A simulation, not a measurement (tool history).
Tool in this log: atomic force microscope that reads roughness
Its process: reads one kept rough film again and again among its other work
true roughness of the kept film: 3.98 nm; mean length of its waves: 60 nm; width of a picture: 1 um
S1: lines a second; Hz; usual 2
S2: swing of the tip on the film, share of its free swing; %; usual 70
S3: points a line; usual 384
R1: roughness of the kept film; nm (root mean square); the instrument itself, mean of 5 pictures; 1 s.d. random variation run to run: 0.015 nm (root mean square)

run   hour    S1  S2   S3     R1
  1      0     2  70  384  3.311
  2    9.4     2  70  384  3.325
      16.8  -- new tip fitted
  3   18.2     2  70  384  3.628
  4   26.4     2  64  384  3.682
  5     37     2  70  384  3.577
  6   47.4     2  70  384  3.527
  7   52.6     2  70  384  3.536
  8   58.9     2  72  384  3.516
  9   66.5  2.37  70  384  3.447
 10   76.7     2  70  414  3.494
 11   84.9     2  80  384  3.361
 12   92.1  1.17  80  384  3.473
 13  100.4  1.17  80  384  3.421
 14  111.8  3.37  70  384  3.271
 15  117.1  3.37  70  384  3.286
       119  -- height scale calibrated on a step standard
 16  127.2     2  56  713  3.472
 17  136.9     2  56  713  3.445
     145.1  -- new tip fitted
 18  145.8  1.27  57  474   3.79
 19  152.3  2.35  57  445  3.709
     156.6  -- height scale calibrated on a step standard, once more
 20  159.8  2.35  57  445   3.71
 21  166.2     2  70  743  3.601
 22  171.7  0.64  75  300   3.68
 23  179.2  0.73  73  996  3.689
 24  184.8  0.73  73  996  3.661

What if the next run were any one of these 4? Each begins from the tool's condition after run 24:
  A  194.6     2  79  384   ?
  B  194.6     2  70  588   ?
  C  194.6  0.55  83  355   ?
  D  194.6  1.15  63  961   ?

run     R1
  A  3.412
  B  3.529
  C    3.6
  D  3.624
What these runs would have given with no unlogged condition in the tool:
run     R1
  A  3.553
  B  3.675
  C  3.748
  D  3.773

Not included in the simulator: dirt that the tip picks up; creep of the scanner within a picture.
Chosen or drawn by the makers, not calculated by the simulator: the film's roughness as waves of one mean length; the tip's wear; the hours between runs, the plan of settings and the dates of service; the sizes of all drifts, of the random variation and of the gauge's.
